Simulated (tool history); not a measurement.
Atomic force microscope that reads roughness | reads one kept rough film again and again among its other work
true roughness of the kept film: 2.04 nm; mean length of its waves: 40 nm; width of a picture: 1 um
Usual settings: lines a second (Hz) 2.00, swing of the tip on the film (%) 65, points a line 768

run   hour  lines a second (Hz)  swing of the tip on the film (%)  points a line  roughness of the kept film (nm (root mean square))
  1    0.0                 2.00                                65            768                                               1.632
  2    9.3                 2.00                                65            768                                               1.607
  3   25.2                 2.00                                65            768                                               1.589
  4   37.6                 2.00                                65            768                                               1.593
  5   49.4                 2.00                                65            768                                               1.583
  6   62.7                 2.00                                65            768                                               1.574
  7   71.5                 2.00                                65            768                                               1.574
  8   89.0                 2.00                                82            768                                               1.376
  9  106.6                 2.00                                82            768                                               1.558
 10  123.3                 2.00                                82            768                                               1.524
 11  141.1                 2.00                                82            768                                               1.520
 12  153.3                 1.08                                65            768                                               1.792
 13  171.2                 1.08                                65            768                                               1.776
 14  186.3                 1.08                                65            768                                               1.752
 15  202.1                 1.08                                65            768                                               1.735
 16  211.2                 2.00                                65            768                                               1.653
 17  225.5                 1.04                                65            768                                               1.710
 18  243.1                 0.52                                65            768                                               1.736
 19  259.2                 2.00                                64            768                                               1.637
 20  275.6                 2.00                                65            768                                               1.586
 21  287.3                 0.56                                65            768                                               1.699
 22  299.7                 0.56                                65            768                                               1.696
 23  316.6                 0.56                                65            768                                               1.673
 24  331.9                 1.62                                65            737                                               1.585
 25  340.9                 0.55                                80            342                                               1.618
 26  349.2                 0.55                                80            342                                               1.594
 27  367.6                 0.58                                58            310                                               1.895
 28  379.1                 0.58                                58            527                                               1.885
 29  392.6                 2.49                                84            507                                               1.439
 30  405.7                 0.90                                58            962                                               1.846
 31  422.7                 1.55                                63            586                                               1.761
 32  439.4                 1.35                                69            303                                               1.706
 33  448.3                 2.33                                65            406                                               1.660
 34  458.2                 1.59                                64            637                                               1.710
 35  469.3                 0.91                                87            389                                               1.600
 36  479.7                 0.57                                65            768                                               1.780
 37  493.6                 1.36                                87            768                                               1.489
 38  506.5                 1.36                                87            768                                               1.488
 39  523.0                 1.36                                87            768                                               1.475
 40  535.1                 1.36                                87            768                                               1.473
 41  549.0                 3.72                                65            697                                               1.477
 42  564.7                 3.72                                65            697                                               1.478
 43  582.1                 2.78                                87            259                                               1.203

Not shown: 4 entries that the log had between the listed runs. Between which runs, and how does the tool's hidden state differ before and after?
Between runs 8 and 9: new tip fitted (hour 99.5)
  radius of the tip, nm: 37.6 -> 10.9
  measured less the result without the state, roughness of the kept film (nm (root mean square)): -0.187 -> -0.011
Between runs 17 and 18: height scale calibrated on a step standard (hour 227.4)
  radius of the tip, nm: 24.9 -> 26.8; height scale over the true one, %: -0.33 -> -0.5
  measured less the result without the state, roughness of the kept film (nm (root mean square)): -0.128 -> -0.148
Between runs 23 and 24: height scale calibrated on a step standard, once more (hour 324.2)
  radius of the tip, nm: 35.3 -> 36.8; height scale over the true one, %: -0.53 -> 0.18
  measured less the result without the state, roughness of the kept film (nm (root mean square)): -0.213 -> -0.200
Between runs 26 and 27: new tip fitted (hour 364.1)
  radius of the tip, nm: 38.7 -> 10.8
  measured less the result without the state, roughness of the kept film (nm (root mean square)): -0.216 -> -0.005
